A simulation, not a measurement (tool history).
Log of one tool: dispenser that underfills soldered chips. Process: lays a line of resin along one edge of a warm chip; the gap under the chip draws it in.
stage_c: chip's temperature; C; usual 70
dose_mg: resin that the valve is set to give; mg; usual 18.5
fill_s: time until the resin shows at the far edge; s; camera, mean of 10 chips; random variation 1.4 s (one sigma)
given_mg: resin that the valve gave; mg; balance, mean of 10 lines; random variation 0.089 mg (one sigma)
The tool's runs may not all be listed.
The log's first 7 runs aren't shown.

run	hour	stage_c	dose_mg	hours of work since the syringe was changed	hours of work since the valve was cleaned	hours of work since the stage was calibrated	fill_s	given_mg
8	34.4	70	19.5	7	37	183	166.2	19.03
9	40.3	70	19.5	11	41	187	188.9	18.93
# hour 41.2: new syringe of resin
10	46.4	70	19.5	3	45	190	144.3	19.12
11	52.8	55	18.5	8	49	195	294.3	17.77
# hour 59.1: new syringe of resin
12	59.2	55	18.5	0	53	199	235.1	17.91
13	64.3	55	18.5	3	56	202	259.5	17.73
14	67.4	55	18.5	6	58	204	273.8	17.85
15	70.9	55	18.5	8	61	207	298.5	17.72
# hour 77.1: new syringe of resin
16	78.4	55	23.9	1	65	211	234.2	22.81
17	82.2	70	18.5	3	68	214	147.2	17.64
18	86.5	70	18.5	6	71	217	161.9	17.61
19	90.6	65	19.1	9	74	219	213	18.13
# hour 95.2: new syringe of resin
20	95.2	65	19.1	0	76	222	158.3	18.09
21	99.3	70	24	3	79	225	139.5	22.8
# hour 102.8: dispensing valve cleaned and set on the balance
22	105	79	22.1	6	1	228	112	22.07
23	110.3	59	23.7	9	5	232	257.4	23.69
# hour 114.5: new syringe of resin
24	114.8	59	20.4	0	8	234	191	20.39
25	121.7	59	20.4	5	12	239	219	20.17
26	126.1	75	18	8	15	242	141.8	17.76
27	131.3	59	18	11	19	245	280.9	17.65
# hour 132.3: new syringe of resin
28	135.1	59	18	2	21	248	206.7	17.84

Forecast run 29:
29	138.2	71	22.4	4	23	250	?	?

fill_s: 137.6 s
given_mg: 22.13 mg
Without the tool's hidden state the same run would have given fill_s 129.2 s, given_mg 22.49 mg.
